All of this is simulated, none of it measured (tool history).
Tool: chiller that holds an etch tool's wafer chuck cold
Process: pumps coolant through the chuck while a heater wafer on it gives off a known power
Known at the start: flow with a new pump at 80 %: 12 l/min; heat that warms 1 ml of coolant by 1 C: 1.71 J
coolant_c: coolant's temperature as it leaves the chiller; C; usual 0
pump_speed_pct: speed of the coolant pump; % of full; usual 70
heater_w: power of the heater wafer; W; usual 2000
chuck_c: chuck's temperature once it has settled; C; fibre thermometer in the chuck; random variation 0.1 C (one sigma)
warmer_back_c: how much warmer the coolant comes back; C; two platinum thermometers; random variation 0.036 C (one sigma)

run    hour  coolant_c  pump_speed_pct  heater_w  chuck_c  warmer_back_c
  1       0          0              70      2000     24.5           8.39
  2   112.7          0              70      2000     24.4           8.35
  3     263          0              70      2000     24.8           8.41
  4   363.7          0              70      2000     24.9           8.51
  5     592          0              70      2000     25.1           8.49
      680.3  -- chiller's thermometer calibrated
  6   692.9          0              70      2000     26.5            8.6
  7   794.2          0              70      2000     26.7           8.57
  8   999.5          0              70      2000     26.7           8.65
  9  1186.7          0              70      2000       27           8.69
 10  1416.1          0              70      2000     27.2           8.76
 11  1559.8          0              70      2000     27.3            8.8
     1662.3  -- coolant changed, channels flushed
 12  1769.9          0              70      2000     23.9           8.89
 13  1915.9         -3              70      2000     20.8           8.87
 14  2055.9          0              70      2000     24.1           8.93
 15  2184.7          0              70      2000     24.2           9.01
 16  2411.2          0              70      1567     19.1           7.12
 17  2586.9         -7              77      1567     10.8           6.43
 18  2737.3         -7              77      2363     20.4           9.86
 19  2831.2          0              97      1209     11.9           3.93
 20  2961.3          1              97      1043       11           3.36
 21  3071.3         10              70      2000       35           9.28
 22  3207.2         -8              73      1016        4           4.56
 23  3414.6         -2              76      2000     21.9           8.68
     3633.1  -- coolant pump overhauled
 24  3647.4         -2              75      1488     12.7           4.66
 25  3792.8          4              71      2000     24.7           6.77
 26  3983.4          2              70      1933     22.4           6.64
 27  4189.5          2              70      1933     22.4           6.68
 28  4382.1          2              70      1933     22.6           6.65
 29  4510.8         -6              70      1453      9.2           5.07
 30  4622.7         -6              76      1683     10.9           5.33
 31  4782.3         -6              76      1683     11.1           5.39

Forecast each of these 4 alternatives for the next run:
  A  4952.3          7              70      2000        ?              ?
  B  4952.3        -10              76      1683        ?              ?
  C  4952.3         -6              76      1345        ?              ?
  D  4952.3          7              70      2115        ?              ?

run  chuck_c  warmer_back_c
  A     28.6           7.06
  B      7.1           5.42
  C      7.4           4.33
  D       30           7.45
Without the tool's hidden state the same runs would have given:
run  chuck_c  warmer_back_c
  A     27.2            6.8
  B      6.2           5.22
  C      6.8           4.17
  D     28.4           7.18
